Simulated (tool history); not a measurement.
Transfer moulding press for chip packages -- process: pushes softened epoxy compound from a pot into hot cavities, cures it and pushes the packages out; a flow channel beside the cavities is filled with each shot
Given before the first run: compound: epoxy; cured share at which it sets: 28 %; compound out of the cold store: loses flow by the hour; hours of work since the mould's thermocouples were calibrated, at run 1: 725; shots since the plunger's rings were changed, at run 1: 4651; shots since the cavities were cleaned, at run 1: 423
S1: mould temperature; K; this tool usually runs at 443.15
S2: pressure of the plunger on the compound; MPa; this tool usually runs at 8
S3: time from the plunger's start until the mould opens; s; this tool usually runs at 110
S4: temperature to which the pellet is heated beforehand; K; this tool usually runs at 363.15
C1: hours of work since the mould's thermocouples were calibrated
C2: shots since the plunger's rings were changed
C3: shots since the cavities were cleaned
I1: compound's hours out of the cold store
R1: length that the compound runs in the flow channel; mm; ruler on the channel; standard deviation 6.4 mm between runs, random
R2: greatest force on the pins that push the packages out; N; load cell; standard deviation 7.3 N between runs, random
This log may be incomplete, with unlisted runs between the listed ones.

run 1 hour=0 | S1=443.15 S2=8 S3=110 S4=363.15 | C1=725 C2=4651 C3=423 | I1=37.7 | R1=847 R2=320
run 2 hour=27.1 | S1=443.15 S2=8 S3=110 S4=363.15 | C1=736 C2=4860 C3=632 | I1=33.9 | R1=868 R2=316
run 3 hour=63.4 | S1=443.15 S2=8.85 S3=110 S4=363.15 | C1=752 C2=5142 C3=914 | I1=22 | R1=986 R2=309
-- hour=94.7 cavities cleaned with cleaning compound and waxed
run 4 hour=101.4 | S1=443.15 S2=8.85 S3=106 S4=363.15 | C1=768 C2=5424 C3=51 | I1=14.3 | R1=1010 R2=320
-- hour=115.6 plunger's sealing rings changed
-- hour=154.9 mould's thermocouples calibrated
run 5 hour=155.9 | S1=443.15 S2=8.85 S3=106 S4=363.15 | C1=0 C2=297 C3=439 | I1=9.8 | R1=1035 R2=323
run 6 hour=195 | S1=443.15 S2=8 S3=92 S4=363.15 | C1=17 C2=600 C3=742 | I1=12 | R1=978 R2=397
run 7 hour=242.5 | S1=443.15 S2=8 S3=92 S4=363.15 | C1=38 C2=968 C3=1110 | I1=12.2 | R1=971 R2=395
-- hour=248.6 cavities cleaned with cleaning compound and waxed
run 8 hour=294.2 | S1=443.15 S2=8 S3=110 S4=363.15 | C1=59 C2=1357 C3=354 | I1=26.7 | R1=905 R2=316
run 9 hour=327.4 | S1=443.15 S2=8 S3=110 S4=363.15 | C1=73 C2=1614 C3=611 | I1=15.3 | R1=952 R2=322
run 10 hour=376.9 | S1=443.15 S2=8 S3=110 S4=363.15 | C1=95 C2=1998 C3=995 | I1=21.3 | R1=933 R2=317
-- hour=396.4 cavities cleaned with cleaning compound and waxed
run 11 hour=422.3 | S1=443.15 S2=8 S3=110 S4=353.15 | C1=114 C2=2338 C3=201 | I1=46.7 | R1=801 R2=300
run 12 hour=474.3 | S1=443.15 S2=7.88 S3=93 S4=353.15 | C1=136 C2=2741 C3=604 | I1=15.4 | R1=952 R2=403
run 13 hour=505 | S1=447.15 S2=6.18 S3=93 S4=358.15 | C1=149 C2=2978 C3=841 | I1=8 | R1=874 R2=328
run 14 hour=541.1 | S1=447.15 S2=6.18 S3=93 S4=358.15 | C1=165 C2=3258 C3=1121 | I1=13 | R1=836 R2=330
-- hour=545.3 cavities cleaned with cleaning compound and waxed
run 15 hour=587.1 | S1=447.15 S2=6.18 S3=99 S4=358.15 | C1=184 C2=3603 C3=324 | I1=26.5 | R1=784 R2=298
run 16 hour=629.6 | S1=439.15 S2=9.65 S3=99 S4=357.15 | C1=202 C2=3932 C3=653 | I1=26 | R1=1002 R2=420
run 17 hour=667.8 | S1=441.15 S2=8 S3=110 S4=357.15 | C1=218 C2=4228 C3=949 | I1=34.4 | R1=875 R2=336
-- hour=694.8 cavities cleaned with cleaning compound and waxed
run 18 hour=721.4 | S1=441.15 S2=8 S3=110 S4=357.15 | C1=241 C2=4632 C3=206 | I1=25.8 | R1=910 R2=329
run 19 hour=759.2 | S1=443.15 S2=8 S3=110 S4=363.15 | C1=257 C2=4925 C3=499 | I1=9.3 | R1=987 R2=327
run 20 hour=811.3 | S1=443.15 S2=8.32 S3=139 S4=363.15 | C1=279 C2=5328 C3=902 | I1=20.4 | R1=947 R2=285
-- hour=835.3 plunger's sealing rings changed
run 21 hour=839.2 | S1=443.15 S2=7.38 S3=97 S4=363.15 | C1=290 C2=30 C3=1099 | I1=20.7 | R1=897 R2=360
-- hour=847.7 cavities cleaned with cleaning compound and waxed
run 22 hour=872.9 | S1=443.15 S2=6.1 S3=110 S4=363.15 | C1=304 C2=279 C3=195 | I1=12 | R1=848 R2=309

Predict each of these 3 candidate next runs independently; none follows another, all start after run 22:
run A hour=897.8 | S1=443.15 S2=9.09 S3=122 S4=361.15 | C1=315 C2=473 C3=389 | I1=13.3 | R1=? R2=?
run B hour=897.8 | S1=441.15 S2=7.77 S3=110 S4=358.15 | C1=315 C2=473 C3=389 | I1=22.5 | R1=? R2=?
run C hour=897.8 | S1=449.15 S2=7.19 S3=95 S4=363.15 | C1=315 C2=473 C3=389 | I1=28.5 | R1=? R2=?

run=A R1=1054 R2=287
run=B R1=918 R2=327
run=C R1=832 R2=296
With the hidden condition removed and each run's random variation left untouched, the same runs would have given:
run=A R1=1054 R2=284
run=B R1=918 R2=323
run=C R1=832 R2=293

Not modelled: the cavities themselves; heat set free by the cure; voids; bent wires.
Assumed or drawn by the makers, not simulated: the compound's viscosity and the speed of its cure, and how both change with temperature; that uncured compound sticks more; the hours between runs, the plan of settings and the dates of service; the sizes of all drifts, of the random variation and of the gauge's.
